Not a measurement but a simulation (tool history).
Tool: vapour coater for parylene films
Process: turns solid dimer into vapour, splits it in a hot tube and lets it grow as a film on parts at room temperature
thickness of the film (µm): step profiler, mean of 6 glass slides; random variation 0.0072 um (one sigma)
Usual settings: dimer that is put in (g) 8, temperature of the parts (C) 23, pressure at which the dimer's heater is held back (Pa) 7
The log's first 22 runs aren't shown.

run,hour,dimer that is put in (g),temperature of the parts (C),pressure at which the dimer's heater is held back (Pa),thickness of the film (µm)
23,369.5,7,23,7,1.14
24,382,7,30,7,0.814
25,400.5,7,30,7,0.826
26,412.4,8,19,7,1.575
27,438.3,8,19,7,1.555
28,459.9,7,19,2.21,1.537
29,484.1,7,24,2.41,1.21
30,501.5,7,24,2.41,1.212
# hour 521.8: gauge calibrated
31,527.5,7,24,2.41,1.171
32,541.6,11,24,2,1.905
33,560.1,8,16,2,2.014
34,573.6,8,23,10.44,1.244
35,596.6,9,27,9.92,1.168
36,611.1,4,29,7,0.47
37,629.6,4,29,7,0.488
38,643.9,4,29,7,0.484
39,654.9,4,17,7,0.855
40,673.6,3,26,6.33,0.434
41,694.9,3,26,6.33,0.431
42,721.4,8,17,7,1.738
43,741.8,11,17,4.26,2.502
44,768,10,21,5.48,1.845
45,782,10,25,5.48,1.525
46,794,5,23,7.22,0.831

4 ways to go on from here, each from the tool as it stands after run 46. What would each give?
A,806.5,4,18,4.89,?
B,806.5,12,35,5.42,?
C,806.5,11,32,7.53,?
D,806.5,8,19,7,?

run,thickness of the film (µm)
A,0.859
B,1.166
C,1.187
D,1.582
Without the tool's hidden state the same runs would have given:
run,thickness of the film (µm)
A,0.834
B,1.133
C,1.154
D,1.537
